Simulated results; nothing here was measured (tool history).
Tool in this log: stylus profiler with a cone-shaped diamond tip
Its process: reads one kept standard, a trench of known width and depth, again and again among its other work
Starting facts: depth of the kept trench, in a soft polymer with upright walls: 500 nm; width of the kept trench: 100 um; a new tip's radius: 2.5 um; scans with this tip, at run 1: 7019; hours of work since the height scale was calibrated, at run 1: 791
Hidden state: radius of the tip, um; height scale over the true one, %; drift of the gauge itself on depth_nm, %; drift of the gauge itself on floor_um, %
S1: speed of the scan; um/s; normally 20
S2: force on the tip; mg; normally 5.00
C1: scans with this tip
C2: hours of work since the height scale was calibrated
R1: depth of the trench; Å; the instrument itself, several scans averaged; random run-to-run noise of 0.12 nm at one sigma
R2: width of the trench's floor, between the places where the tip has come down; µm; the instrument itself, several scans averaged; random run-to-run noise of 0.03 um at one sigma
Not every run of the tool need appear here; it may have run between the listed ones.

| run | hour | S1 | S2 | C1 | C2 | R1 | R2 |
|---|---|---|---|---|---|---|---|
| 1 | 0.0 | 20 | 5.00 | 7019 | 791 | 5105.6 | 96.65 |
| 2 | 67.9 | 20 | 5.00 | 7355 | 829 | 5104.4 | 96.61 |
| 3 | 157.8 | 20 | 5.00 | 7800 | 880 | 5101.3 | 96.58 |
| 4 | 215.7 | 20 | 5.00 | 8087 | 912 | 5103.1 | 96.58 |
| 5 | 290.7 | 20 | 5.00 | 8458 | 954 | 5100.2 | 96.58 |
| 6 | 338.0 | 20 | 5.00 | 8693 | 980 | 5100.0 | 96.56 |
| 7 | 388.6 | 20 | 5.00 | 8943 | 1009 | 5097.0 | 96.52 |
|  | 434.2 | height scale calibrated on a step standard |
| 8 | 484.4 | 20 | 5.00 | 9415 | 28 | 5119.4 | 96.56 |
| 9 | 541.3 | 20 | 5.00 | 9697 | 60 | 5120.3 | 96.54 |
| 10 | 591.8 | 20 | 5.00 | 9947 | 88 | 5119.0 | 96.61 |
| 11 | 677.7 | 20 | 12.17 | 10373 | 136 | 5216.7 | 96.54 |
| 12 | 762.7 | 20 | 5.00 | 10794 | 183 | 5117.8 | 96.48 |
| 13 | 855.2 | 25 | 5.00 | 11252 | 235 | 5113.7 | 96.48 |
| 14 | 922.3 | 25 | 5.00 | 11585 | 273 | 5116.2 | 96.42 |
| 15 | 988.4 | 25 | 5.00 | 11912 | 310 | 5114.7 | 96.47 |
| 16 | 1052.9 | 25 | 5.00 | 12231 | 346 | 5112.6 | 96.44 |
| 17 | 1098.3 | 25 | 5.00 | 12456 | 371 | 5112.2 | 96.49 |
| 18 | 1143.6 | 25 | 5.00 | 12680 | 396 | 5111.7 | 96.46 |
| 19 | 1191.5 | 25 | 5.00 | 12918 | 423 | 5110.9 | 96.44 |
| 20 | 1234.0 | 32 | 2.60 | 13128 | 447 | 5067.4 | 96.31 |
| 21 | 1296.7 | 9 | 1.84 | 13439 | 482 | 5052.0 | 96.40 |
| 22 | 1362.7 | 9 | 1.84 | 13766 | 519 | 5049.2 | 96.37 |
| 23 | 1423.6 | 33 | 13.80 | 14067 | 553 | 5226.5 | 96.40 |
| 24 | 1482.5 | 24 | 4.62 | 14359 | 586 | 5101.5 | 96.32 |
| 25 | 1575.9 | 36 | 4.28 | 14822 | 638 | 5093.2 | 96.30 |
| 26 | 1632.9 | 36 | 4.28 | 15104 | 670 | 5093.9 | 96.30 |
| 27 | 1709.8 | 36 | 4.28 | 15485 | 713 | 5093.4 | 96.29 |
| 28 | 1759.6 | 29 | 4.34 | 15732 | 740 | 5091.7 | 96.30 |

Branching from run 28: 3 alternative next runs. What would each branch give?
| A | 1856.0 | 29 | 2.33 | 16209 | 794 | ? | ? |
| B | 1856.0 | 29 | 2.04 | 16209 | 794 | ? | ? |
| C | 1856.0 | 27 | 5.00 | 16209 | 794 | ? | ? |

| run | R1 | R2 |
|---|---|---|
| A | 5054.4 | 96.27 |
| B | 5049.9 | 96.25 |
| C | 5102.4 | 96.30 |
The same runs, with their run-to-run variation unchanged, on a tool lacking any hidden condition would have given:
| run | R1 | R2 |
|---|---|---|
| A | 5071.4 | 96.91 |
| B | 5066.9 | 96.89 |
| C | 5119.6 | 96.94 |
